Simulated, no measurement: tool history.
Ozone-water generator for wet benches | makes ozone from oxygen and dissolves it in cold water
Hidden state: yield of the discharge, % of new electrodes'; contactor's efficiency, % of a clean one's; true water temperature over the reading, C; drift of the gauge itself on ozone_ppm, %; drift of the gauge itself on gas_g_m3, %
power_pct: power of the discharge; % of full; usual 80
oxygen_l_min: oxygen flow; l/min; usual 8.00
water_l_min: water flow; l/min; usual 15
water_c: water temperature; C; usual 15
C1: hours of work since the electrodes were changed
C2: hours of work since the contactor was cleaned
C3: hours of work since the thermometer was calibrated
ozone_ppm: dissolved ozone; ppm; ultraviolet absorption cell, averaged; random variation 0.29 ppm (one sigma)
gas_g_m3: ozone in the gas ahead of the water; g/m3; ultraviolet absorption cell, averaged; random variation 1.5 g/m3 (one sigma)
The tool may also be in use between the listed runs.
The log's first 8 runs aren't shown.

Run 9, hour 320.5: usual settings but oxygen_l_min 13.30 l/min; C1 994; C2 4160; C3 5037. Result: ozone_ppm 44.9 ppm, gas_g_m3 231.8 g/m3.
Run 10, hour 374.3: usual settings but power_pct 90 % of full; C1 1033; C2 4199; C3 5076. Result: ozone_ppm 51.7 ppm, gas_g_m3 315.2 g/m3.
Run 11, hour 405.4: usual settings but power_pct 59 % of full; C1 1055; C2 4221; C3 5098. Result: ozone_ppm 35.2 ppm, gas_g_m3 223.1 g/m3.
Run 12, hour 452.6: usual settings but power_pct 66 % of full; C1 1089; C2 4255; C3 5132. Result: ozone_ppm 39.1 ppm, gas_g_m3 246.4 g/m3.
Run 13, hour 495.3: usual settings; C1 1120; C2 4286; C3 5163. Result: ozone_ppm 45.5 ppm, gas_g_m3 288.0 g/m3.
Run 14, hour 522.9: usual settings; C1 1140; C2 4305; C3 5183. Result: ozone_ppm 46.1 ppm, gas_g_m3 287.4 g/m3.
Run 15, hour 576.6: usual settings; C1 1178; C2 4344; C3 5221. Result: ozone_ppm 46.0 ppm, gas_g_m3 286.1 g/m3.
Run 16, hour 599.5: usual settings; C1 1195; C2 4361; C3 5238. Result: ozone_ppm 46.4 ppm, gas_g_m3 286.6 g/m3.
Run 17, hour 647.3: usual settings; C1 1229; C2 4395; C3 5272. Result: ozone_ppm 46.4 ppm, gas_g_m3 288.6 g/m3.
Run 18, hour 690.1: usual settings; C1 1260; C2 4426; C3 5303. Result: ozone_ppm 46.2 ppm, gas_g_m3 287.7 g/m3.
Run 19, hour 743.6: usual settings but power_pct 60 % of full, oxygen_l_min 4.87 l/min, water_l_min 11 l/min, water_c 18 C; C1 1299; C2 4464; C3 5341. Result: ozone_ppm 41.2 ppm, gas_g_m3 280.4 g/m3.
Run 20, hour 789.4: usual settings but water_l_min 18 l/min; C1 1331; C2 4497; C3 5374. Result: ozone_ppm 40.9 ppm, gas_g_m3 288.1 g/m3.
Run 21, hour 823.6: usual settings but water_l_min 18 l/min; C1 1356; C2 4522; C3 5399. Result: ozone_ppm 40.6 ppm, gas_g_m3 288.0 g/m3.
Run 22, hour 861.9: usual settings but water_l_min 18 l/min; C1 1384; C2 4549; C3 5426. Result: ozone_ppm 40.5 ppm, gas_g_m3 290.3 g/m3.
At hour 864.9: water thermometer calibrated.
Run 23, hour 886.0: usual settings but oxygen_l_min 8.86 l/min, water_l_min 10 l/min; C1 1401; C2 4566; C3 15. Result: ozone_ppm 57.6 ppm, gas_g_m3 276.6 g/m3.
Run 24, hour 938.0: usual settings but oxygen_l_min 8.86 l/min, water_l_min 10 l/min; C1 1438; C2 4604; C3 53. Result: ozone_ppm 57.5 ppm, gas_g_m3 279.4 g/m3.
Run 25, hour 964.4: usual settings but oxygen_l_min 8.86 l/min, water_l_min 10 l/min, water_c 17 C; C1 1457; C2 4623; C3 72. Result: ozone_ppm 55.2 ppm, gas_g_m3 279.8 g/m3.
Run 26, hour 993.7: usual settings but power_pct 72 % of full, water_c 12 C; C1 1478; C2 4644; C3 93. Result: ozone_ppm 44.8 ppm, gas_g_m3 265.8 g/m3.
Run 27, hour 1021.3: usual settings but power_pct 72 % of full, water_c 12 C; C1 1498; C2 4664; C3 113. Result: ozone_ppm 44.7 ppm, gas_g_m3 265.9 g/m3.
Run 28, hour 1047.9: usual settings but power_pct 72 % of full, water_c 12 C; C1 1517; C2 4683; C3 132. Result: ozone_ppm 44.0 ppm, gas_g_m3 262.5 g/m3.
Run 29, hour 1086.1: usual settings but power_pct 72 % of full, water_c 12 C; C1 1545; C2 4710; C3 159. Result: ozone_ppm 44.6 ppm, gas_g_m3 266.4 g/m3.
Run 30, hour 1126.0: usual settings but power_pct 43 % of full, oxygen_l_min 6.88 l/min, water_l_min 20 l/min, water_c 8 C; C1 1573; C2 4739; C3 188. Result: ozone_ppm 24.2 ppm, gas_g_m3 179.9 g/m3.
Run 31, hour 1156.2: usual settings but power_pct 43 % of full, oxygen_l_min 6.88 l/min, water_l_min 20 l/min, water_c 8 C; C1 1595; C2 4761; C3 210. Result: ozone_ppm 24.2 ppm, gas_g_m3 180.8 g/m3.
Run 32, hour 1186.0: usual settings but oxygen_l_min 6.34 l/min, water_l_min 10 l/min, water_c 18 C; C1 1616; C2 4782; C3 231. Result: ozone_ppm 55.3 ppm, gas_g_m3 320.6 g/m3.
At hour 1223.6: gauge calibrated.
Run 33, hour 1231.7: usual settings but oxygen_l_min 6.34 l/min, water_l_min 10 l/min, water_c 18 C; C1 1649; C2 4815; C3 264. Result: ozone_ppm 56.1 ppm, gas_g_m3 311.6 g/m3.

Forecast each of these 3 alternatives for the next run:
Run A, hour 1283.6: usual settings but power_pct 55 % of full, oxygen_l_min 5.12 l/min, water_l_min 24 l/min; C1 1687; C2 4852; C3 301. Result: ozone_ppm ?, gas_g_m3 ?.
Run B, hour 1283.6: usual settings but oxygen_l_min 7.29 l/min, water_c 14 C; C1 1687; C2 4852; C3 301. Result: ozone_ppm ?, gas_g_m3 ?.
Run C, hour 1283.6: usual settings but oxygen_l_min 6.34 l/min, water_l_min 10 l/min, water_c 9 C; C1 1687; C2 4852; C3 301. Result: ozone_ppm ?, gas_g_m3 ?.

run  ozone_ppm  gas_g_m3
  A       22.3     247.2
  B       46.9     294.5
  C       66.4     315.1
Without the tool's hidden state the same runs would have given:
run  ozone_ppm  gas_g_m3
  A       22.4     246.9
  B       47.0     294.3
  C       66.4     314.8

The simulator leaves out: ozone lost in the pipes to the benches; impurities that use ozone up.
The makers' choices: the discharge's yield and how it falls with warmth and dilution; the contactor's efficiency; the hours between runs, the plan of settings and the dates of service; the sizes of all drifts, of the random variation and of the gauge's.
